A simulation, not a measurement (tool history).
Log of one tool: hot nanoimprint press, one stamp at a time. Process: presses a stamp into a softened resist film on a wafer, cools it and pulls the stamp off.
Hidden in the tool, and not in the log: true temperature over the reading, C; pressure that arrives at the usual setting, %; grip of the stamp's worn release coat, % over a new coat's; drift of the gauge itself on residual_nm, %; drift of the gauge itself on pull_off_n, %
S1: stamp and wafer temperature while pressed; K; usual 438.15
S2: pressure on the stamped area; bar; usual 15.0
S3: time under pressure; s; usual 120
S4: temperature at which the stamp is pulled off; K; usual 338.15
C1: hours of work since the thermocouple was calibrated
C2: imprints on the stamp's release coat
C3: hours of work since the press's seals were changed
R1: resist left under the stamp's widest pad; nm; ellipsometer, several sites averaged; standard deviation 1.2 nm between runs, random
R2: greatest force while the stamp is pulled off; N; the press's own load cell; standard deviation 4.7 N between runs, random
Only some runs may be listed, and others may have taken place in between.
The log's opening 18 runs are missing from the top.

run 19 hour=264.9 | S1=437.15 S2=15.0 S3=167 S4=338.15 | C1=8 C2=1451 C3=258 | R1=159.9 R2=358
run 20 hour=274.5 | S1=437.15 S2=15.0 S3=167 S4=338.15 | C1=13 C2=1485 C3=262 | R1=159.9 R2=362
run 21 hour=286.9 | S1=437.15 S2=15.0 S3=167 S4=338.15 | C1=20 C2=1530 C3=269 | R1=160.4 R2=365
run 22 hour=295.2 | S1=437.15 S2=15.0 S3=78 S4=333.15 | C1=24 C2=1560 C3=273 | R1=204.5 R2=379
-- hour=307.6 stamp cleaned and given a new release coat
run 23 hour=310.3 | S1=437.15 S2=15.0 S3=95 S4=346.15 | C1=29 C2=10 C3=278 | R1=191.6 R2=219
run 24 hour=324.2 | S1=437.15 S2=15.0 S3=95 S4=346.15 | C1=36 C2=60 C3=285 | R1=191.2 R2=218
run 25 hour=339.5 | S1=449.15 S2=20.9 S3=177 S4=344.15 | C1=43 C2=115 C3=292 | R1=77.2 R2=227
-- hour=351.8 plate thermocouple calibrated, once more
run 26 hour=356.7 | S1=449.15 S2=20.9 S3=177 S4=344.15 | C1=2 C2=166 C3=300 | R1=84.1 R2=226
run 27 hour=368.8 | S1=434.15 S2=15.0 S3=107 S4=338.15 | C1=9 C2=209 C3=306 | R1=227.7 R2=251
run 28 hour=386.4 | S1=434.15 S2=10.8 S3=148 S4=338.15 | C1=18 C2=273 C3=315 | R1=243.5 R2=255
run 29 hour=397.1 | S1=426.15 S2=12.1 S3=68 S4=346.15 | C1=23 C2=311 C3=320 | R1=347.5 R2=244
run 30 hour=404.9 | S1=426.15 S2=12.1 S3=68 S4=346.15 | C1=27 C2=339 C3=324 | R1=345.6 R2=241

What if the next run were any one of these 3? Each begins from the tool's condition after run 30:
run A hour=419.7 | S1=442.15 S2=18.3 S3=125 S4=338.15 | C1=35 C2=393 C3=332 | R1=? R2=?
run B hour=419.7 | S1=438.15 S2=15.0 S3=171 S4=344.15 | C1=35 C2=393 C3=332 | R1=? R2=?
run C hour=419.7 | S1=438.15 S2=15.0 S3=92 S4=338.15 | C1=35 C2=393 C3=332 | R1=? R2=?

run=A R1=139.0 R2=259
run=B R1=165.9 R2=250
run=C R1=205.6 R2=272
Had the tool no hidden state, the same runs would have come out as:
run=A R1=137.6 R2=226
run=B R1=164.9 R2=218
run=C R1=204.5 R2=238

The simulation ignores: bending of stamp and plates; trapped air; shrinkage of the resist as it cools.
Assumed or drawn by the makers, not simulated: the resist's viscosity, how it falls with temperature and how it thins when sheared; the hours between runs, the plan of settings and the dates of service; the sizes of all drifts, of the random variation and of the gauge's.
